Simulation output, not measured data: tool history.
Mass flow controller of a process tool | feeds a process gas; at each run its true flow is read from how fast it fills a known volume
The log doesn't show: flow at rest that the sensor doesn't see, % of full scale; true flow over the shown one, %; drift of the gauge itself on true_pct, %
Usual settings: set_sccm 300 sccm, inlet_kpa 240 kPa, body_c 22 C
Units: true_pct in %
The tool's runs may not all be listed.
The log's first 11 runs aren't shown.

run,day,set_sccm,inlet_kpa,body_c,hours of work since the controller was set to zero,hours of work since the controller was changed,true_pct
12,144.138,534,240,22,283,2002,97.21
13,154.979,143,240,22,412,2132,93.00
# day 161.671: controller's zero set anew, once more
14,174.800,143,240,22,156,2368,96.53
15,185.621,143,240,22,285,2497,96.24
16,201.558,143,240,22,475,2686,95.85
17,212.217,300,240,22,602,2814,96.46
18,229.217,300,240,22,805,3016,96.49
19,238.429,300,240,22,915,3126,96.29
20,258.600,300,240,22,1155,3366,95.93
21,276.021,300,240,22,1363,3574,95.69
22,291.412,266,176,26,1546,3757,94.80
23,310.708,344,204,24,1776,3987,95.12
24,321.854,344,204,24,1909,4120,95.07
25,330.412,344,209,39,2011,4222,94.47
26,347.762,344,267,39,2218,4429,94.52
27,363.267,889,241,22,2403,4614,96.90
28,384.092,926,247,39,2651,4862,96.39
29,393.904,732,268,33,2768,4979,95.99
30,404.046,732,268,33,2889,5100,95.88
31,417.771,259,268,33,3052,5263,93.29
32,431.471,259,268,33,3215,5427,93.06
33,450.762,300,208,25,3445,5656,93.06
34,469.433,341,158,25,3668,5879,92.73

5 ways to go on from here, each from the tool as it stands after run 34. What would each give?
A,487.046,297,247,22,3878,6089,?
B,487.046,619,165,30,3878,6089,?
C,487.046,169,240,25,3878,6089,?
D,487.046,300,278,20,3878,6089,?
E,487.046,118,195,39,3878,6089,?

run,true_pct
A,92.84
B,94.15
C,90.51
D,93.20
E,88.05
Without the tool's hidden state the same runs would have given:
run,true_pct
A,98.61
B,98.72
C,98.05
D,98.95
E,97.36

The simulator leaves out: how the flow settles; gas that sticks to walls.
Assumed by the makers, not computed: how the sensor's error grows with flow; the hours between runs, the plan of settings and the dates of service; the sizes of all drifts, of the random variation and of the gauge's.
